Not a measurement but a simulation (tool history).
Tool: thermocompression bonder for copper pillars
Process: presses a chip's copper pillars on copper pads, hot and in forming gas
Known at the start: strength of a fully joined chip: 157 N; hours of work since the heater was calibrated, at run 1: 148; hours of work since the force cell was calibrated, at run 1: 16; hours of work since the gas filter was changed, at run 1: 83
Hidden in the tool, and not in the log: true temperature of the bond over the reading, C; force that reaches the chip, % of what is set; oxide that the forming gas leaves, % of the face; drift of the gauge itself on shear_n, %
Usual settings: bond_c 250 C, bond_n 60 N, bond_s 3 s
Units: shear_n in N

run,hour,bond_c,bond_n,bond_s,hours of work since the heater was calibrated,hours of work since the force cell was calibrated,hours of work since the gas filter was changed,shear_n
1,0.0,250,60,3,148,16,83,72.7
2,26.4,250,60,3,161,29,96,71.2
# hour 73.1: forming gas filter changed
3,75.4,250,60,3,184,53,1,79.4
4,103.3,250,60,3,198,66,15,77.4
5,138.5,250,60,3,215,83,32,77.3
6,166.4,250,60,3,229,97,46,74.9
7,188.9,250,80,3,240,108,57,87.8
8,208.8,250,80,3,250,118,66,87.4
9,244.4,250,80,3,267,135,84,85.0
10,278.5,250,51,3,284,152,101,64.5
# hour 315.0: forming gas filter changed
11,321.0,250,51,3,304,173,3,71.2
12,342.8,250,51,3,315,183,14,70.5
13,390.8,250,45,3,339,207,37,63.9
14,423.8,240,60,3,355,223,53,64.1
15,457.3,240,60,3,371,239,70,61.9
16,478.2,244,60,3,382,250,80,66.6
17,516.0,250,60,3,400,268,98,73.5
18,536.5,250,60,3,410,278,108,71.0
# hour 557.2: forming gas filter changed
19,570.8,250,60,3,427,295,7,79.7
20,603.5,250,60,3,443,311,23,77.6
21,640.2,266,56,2,461,329,41,82.5
22,682.3,248,60,6,481,349,61,91.5
23,730.4,250,50,3,505,373,85,66.0
# hour 734.7: force cell calibrated
24,762.2,250,45,5,520,14,100,73.1
# hour 799.2: forming gas filter changed
25,799.2,254,36,3,538,31,0,60.9
26,843.5,254,36,3,559,53,22,60.7
27,883.1,254,67,8,579,72,41,112.5
28,917.5,254,67,8,596,89,58,111.5
# hour 951.0: force cell calibrated, once more
29,967.5,254,67,8,619,8,82,109.0
30,993.4,254,67,8,632,21,94,109.2
31,1034.7,254,67,8,652,41,115,106.9
# hour 1041.5: forming gas filter changed
32,1068.9,267,60,6,669,58,13,121.5
33,1094.7,236,37,7,681,70,26,63.5
34,1140.4,233,89,7,704,93,48,98.6
35,1172.3,228,77,2,719,108,64,53.0
36,1213.5,266,74,2,740,128,84,92.7
37,1258.3,266,74,2,761,150,106,91.6
# hour 1282.3: forming gas filter changed
38,1292.7,233,60,2,778,167,5,52.6
39,1319.9,233,60,2,791,180,18,52.5

Measured less the same run without the tool's hidden state. The same run-to-run variation is in both; the gauge's scatter may not be:
run,shear_n
1,-6.0
2,-6.8
3,+0.3
4,-0.8
5,-2.0
6,-2.8
7,-4.3
8,-5.2
9,-6.7
10,-6.1
11,+0.6
12,-0.1
13,-1.4
14,-2.2
15,-3.3
16,-4.3
17,-6.2
18,-6.7
19,+1.1
20,+0.1
21,-1.4
22,-3.4
23,-3.7
24,-5.7
25,+1.5
26,+0.4
27,-2.8
28,-4.4
29,-5.7
30,-7.0
31,-9.1
32,+1.3
33,+1.6
34,-0.9
35,-0.4
36,-4.6
37,-6.7
38,+2.9
39,+2.4
